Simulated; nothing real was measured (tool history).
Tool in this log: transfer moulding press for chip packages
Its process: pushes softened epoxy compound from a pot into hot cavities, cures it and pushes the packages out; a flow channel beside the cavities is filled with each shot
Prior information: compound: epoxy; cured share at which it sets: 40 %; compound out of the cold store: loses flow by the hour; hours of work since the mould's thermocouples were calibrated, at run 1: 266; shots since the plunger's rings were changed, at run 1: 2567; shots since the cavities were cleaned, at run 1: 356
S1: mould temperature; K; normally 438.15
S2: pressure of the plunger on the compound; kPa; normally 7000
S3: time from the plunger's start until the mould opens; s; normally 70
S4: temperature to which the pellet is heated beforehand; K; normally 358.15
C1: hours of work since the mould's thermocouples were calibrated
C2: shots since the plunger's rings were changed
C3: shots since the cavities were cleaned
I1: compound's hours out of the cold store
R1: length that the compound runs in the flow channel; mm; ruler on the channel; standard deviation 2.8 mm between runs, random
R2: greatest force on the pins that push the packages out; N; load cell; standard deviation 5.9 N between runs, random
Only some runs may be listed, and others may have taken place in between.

| run | hour | S1 | S2 | S3 | S4 | C1 | C2 | C3 | I1 | R1 | R2 |
|---|---|---|---|---|---|---|---|---|---|---|---|
| 1 | 0.0 | 438.15 | 7000 | 70 | 358.15 | 266 | 2567 | 356 | 44.4 | 859 | 214 |
|  | 21.5 | plunger's sealing rings changed |
| 2 | 36.4 | 443.15 | 7000 | 70 | 358.15 | 287 | 238 | 895 | 46.3 | 840 | 187 |
|  | 45.4 | cavities cleaned with cleaning compound and waxed |
| 3 | 101.4 | 443.15 | 7000 | 70 | 358.15 | 327 | 1245 | 889 | 29.1 | 877 | 182 |
|  | 112.1 | cavities cleaned with cleaning compound and waxed |
| 4 | 150.8 | 438.15 | 7000 | 70 | 354.15 | 357 | 2005 | 614 | 22.1 | 906 | 222 |
|  | 179.6 | cavities cleaned with cleaning compound and waxed |
| 5 | 197.7 | 438.15 | 7000 | 70 | 358.15 | 386 | 2727 | 287 | 37.4 | 880 | 212 |
|  | 209.1 | plunger's sealing rings changed |
|  | 246.7 | cavities cleaned with cleaning compound and waxed |
| 6 | 255.4 | 438.15 | 7000 | 70 | 358.15 | 419 | 712 | 138 | 31.1 | 894 | 222 |
|  | 314.6 | cavities cleaned with cleaning compound and waxed |
| 7 | 324.9 | 438.15 | 7000 | 70 | 358.15 | 462 | 1792 | 164 | 26.7 | 894 | 213 |
|  | 380.7 | cavities cleaned with cleaning compound and waxed |
| 8 | 380.7 | 438.15 | 7000 | 70 | 358.15 | 496 | 2654 | 0 | 33.6 | 886 | 225 |
|  | 394.1 | plunger's sealing rings changed |
| 9 | 438.6 | 438.15 | 7000 | 70 | 358.15 | 531 | 706 | 879 | 28.2 | 897 | 213 |
|  | 449.3 | cavities cleaned with cleaning compound and waxed |
| 10 | 470.7 | 438.15 | 7000 | 70 | 358.15 | 550 | 1193 | 340 | 9.5 | 938 | 224 |
| 11 | 505.1 | 438.15 | 7000 | 70 | 358.15 | 571 | 1739 | 886 | 13.5 | 927 | 220 |
|  | 513.1 | cavities cleaned with cleaning compound and waxed |
| 12 | 559.5 | 438.15 | 7000 | 70 | 358.15 | 605 | 2579 | 737 | 35.9 | 876 | 210 |
|  | 580.4 | plunger's sealing rings changed |
|  | 581.9 | cavities cleaned with cleaning compound and waxed |
| 13 | 629.2 | 438.15 | 7000 | 85 | 358.15 | 646 | 751 | 751 | 31.8 | 887 | 181 |
|  | 648.9 | cavities cleaned with cleaning compound and waxed |
| 14 | 682.6 | 431.15 | 6090 | 70 | 362.15 | 678 | 1577 | 537 | 20.7 | 876 | 354 |
|  | 712.4 | cavities cleaned with cleaning compound and waxed |
| 15 | 713.0 | 438.15 | 6430 | 70 | 350.15 | 696 | 2035 | 10 | 8.1 | 903 | 243 |
| 16 | 746.6 | 438.15 | 6430 | 70 | 350.15 | 718 | 2569 | 544 | 38.0 | 835 | 209 |
|  | 755.0 | mould's thermocouples calibrated |
|  | 768.9 | plunger's sealing rings changed |
|  | 784.8 | cavities cleaned with cleaning compound and waxed |
| 17 | 804.6 | 434.15 | 7050 | 70 | 365.15 | 29 | 544 | 315 | 45.9 | 872 | 268 |
|  | 851.5 | cavities cleaned with cleaning compound and waxed |
| 18 | 867.1 | 434.15 | 7050 | 70 | 365.15 | 67 | 1512 | 248 | 9.9 | 954 | 271 |
| 19 | 899.3 | 443.15 | 7050 | 70 | 361.15 | 87 | 2023 | 759 | 27.1 | 884 | 186 |
|  | 916.6 | cavities cleaned with cleaning compound and waxed |
|  | 956.7 | plunger's sealing rings changed |
| 20 | 960.7 | 438.15 | 7000 | 64 | 358.15 | 123 | 64 | 661 | 45.4 | 858 | 253 |
|  | 982.6 | cavities cleaned with cleaning compound and waxed |
| 21 | 991.2 | 432.15 | 7000 | 70 | 358.15 | 141 | 525 | 137 | 42.1 | 885 | 328 |
| 22 | 1029.3 | 431.15 | 7000 | 95 | 358.15 | 165 | 1129 | 741 | 39.8 | 898 | 203 |

What does the tool deliver on the next run?
|  | 1046.1 | cavities cleaned with cleaning compound and waxed |
| 23 | 1062.9 | 437.15 | 5890 | 59 | 358.15 | 185 | 1640 | 267 | 9.1 | ? | ? |

Run 23 produced R1 868 mm, R2 377 N.
With no hidden state in the tool, this same run would have given R1 869 mm, R2 375 N.
